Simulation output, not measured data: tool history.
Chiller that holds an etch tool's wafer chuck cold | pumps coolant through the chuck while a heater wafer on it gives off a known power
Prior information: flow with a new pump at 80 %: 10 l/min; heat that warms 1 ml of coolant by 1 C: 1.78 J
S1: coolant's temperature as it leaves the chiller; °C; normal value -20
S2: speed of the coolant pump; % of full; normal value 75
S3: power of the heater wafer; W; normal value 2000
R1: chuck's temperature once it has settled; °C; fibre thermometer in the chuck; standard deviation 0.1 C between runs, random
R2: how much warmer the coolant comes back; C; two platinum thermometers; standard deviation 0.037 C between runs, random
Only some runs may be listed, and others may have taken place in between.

| run | hour | S1 | S2 | S3 | R1 | R2 |
|---|---|---|---|---|---|---|
| 1 | 0 | -20 | 75 | 2000 | 4.2 | 7.26 |
| 2 | 31.1 | -20 | 75 | 2000 | 4.1 | 7.23 |
| 3 | 81.6 | -20 | 75 | 2000 | 4.2 | 7.25 |
| 4 | 132.9 | -20 | 75 | 2000 | 4.3 | 7.2 |
| 5 | 164.8 | -20 | 75 | 2193 | 6.7 | 7.91 |
| 6 | 195.7 | -20 | 75 | 2193 | 6.6 | 7.9 |
| 7 | 248.8 | -25 | 75 | 2193 | 1.8 | 7.91 |
| 8 | 298.8 | -27 | 75 | 2000 | -2.6 | 7.28 |
| 9 | 351.1 | -20 | 75 | 2000 | 4.5 | 7.26 |
| 10 | 377.6 | -20 | 75 | 2000 | 4.2 | 7.26 |
| 11 | 403.5 | -20 | 75 | 2000 | 4.4 | 7.29 |
| 12 | 448.9 | -20 | 75 | 2000 | 4.5 | 7.29 |
| 13 | 502.6 | -20 | 92 | 2000 | 0.6 | 5.99 |
| 14 | 529.6 | -20 | 92 | 2000 | 0.7 | 5.89 |
| 15 | 572.1 | -20 | 75 | 1597 | -0.6 | 5.8 |
| 16 | 606 | -20 | 75 | 1597 | -0.5 | 5.82 |
| 17 | 632.5 | -20 | 99 | 1353 | -7 | 3.76 |
| 18 | 666.4 | -20 | 99 | 1353 | -7 | 3.77 |
| 19 | 696.2 | -20 | 99 | 1353 | -6.8 | 3.76 |
|  | 751.1 | coolant changed, channels flushed |
| 20 | 754 | -17 | 69 | 2821 | 17.3 | 11.24 |
| 21 | 788.7 | -17 | 69 | 2821 | 17 | 11.23 |
| 22 | 812.7 | -14 | 69 | 2964 | 22.3 | 11.83 |
| 23 | 860 | -16 | 93 | 2530 | 8 | 7.44 |
| 24 | 888.9 | -16 | 93 | 2530 | 8 | 7.5 |
| 25 | 934.6 | -20 | 69 | 2000 | 4.2 | 7.91 |
| 26 | 957.9 | -20 | 69 | 2000 | 4.1 | 8.02 |
| 27 | 1002.6 | -13 | 83 | 1109 | -1.9 | 3.72 |
| 28 | 1048.1 | -13 | 83 | 1109 | -1.7 | 3.75 |
| 29 | 1076.6 | -20 | 66 | 2000 | 5.4 | 8.35 |
| 30 | 1131.1 | -28 | 77 | 2563 | 0.7 | 9.21 |
| 31 | 1154.1 | -20 | 75 | 2000 | 2.7 | 7.4 |

Predict each of these 4 candidate next runs independently; none follows another, all start after run 31:
| A | 1195.2 | -19 | 75 | 1964 | ? | ? |
| B | 1195.2 | -24 | 67 | 2000 | ? | ? |
| C | 1195.2 | -20 | 85 | 1342 | ? | ? |
| D | 1195.2 | -30 | 75 | 1210 | ? | ? |

| run | R1 | R2 |
|---|---|---|
| A | 3.2 | 7.16 |
| B | 0.9 | 8.25 |
| C | -6.6 | 4.36 |
| D | -16.6 | 4.4 |
Without the tool's unlogged condition, the same runs would have read:
| run | R1 | R2 |
|---|---|---|
| A | 3.1 | 6.96 |
| B | 0.8 | 8.03 |
| C | -6.3 | 4.24 |
| D | -16.3 | 4.28 |
